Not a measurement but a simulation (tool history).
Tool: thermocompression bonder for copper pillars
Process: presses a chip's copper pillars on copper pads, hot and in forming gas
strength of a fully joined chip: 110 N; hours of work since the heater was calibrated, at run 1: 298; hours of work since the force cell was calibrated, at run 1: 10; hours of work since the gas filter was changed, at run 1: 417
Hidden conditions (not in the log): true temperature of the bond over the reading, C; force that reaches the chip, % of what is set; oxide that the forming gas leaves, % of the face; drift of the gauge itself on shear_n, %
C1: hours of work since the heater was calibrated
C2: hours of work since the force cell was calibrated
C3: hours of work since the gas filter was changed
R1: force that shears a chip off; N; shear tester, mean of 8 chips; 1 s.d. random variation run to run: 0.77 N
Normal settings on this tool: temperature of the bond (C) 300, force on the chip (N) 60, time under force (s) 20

Run 1, day 0.000: usual settings; C1 298; C2 10; C3 417. Result: R1 51.5 N.
Run 2, day 0.383: usual settings; C1 303; C2 14; C3 421. Result: R1 52.1 N.
At day 0.733: forming gas filter changed.
Run 3, day 1.196: usual settings; C1 312; C2 23; C3 5. Result: R1 55.8 N.
Run 4, day 1.683: usual settings but temperature of the bond (C) 276; C1 318; C2 29; C3 11. Result: R1 41.1 N.
At day 1.829: heater calibrated with a thermocouple chip.
Run 5, day 2.346: usual settings but temperature of the bond (C) 276; C1 6; C2 36; C3 18. Result: R1 39.7 N.
Run 6, day 2.950: usual settings but temperature of the bond (C) 276; C1 13; C2 43; C3 25. Result: R1 40.6 N.

Run 7 comes next. What will it give?
At day 3.325: heater calibrated with a thermocouple chip, once more.
Run 7, day 3.483: usual settings but temperature of the bond (C) 301; C1 2; C2 48; C3 30. Result: R1 ?.

{"run 7": {"R1": 58.5}}
Had the tool carried no hidden state, the very same run would have given R1 58.7 N.
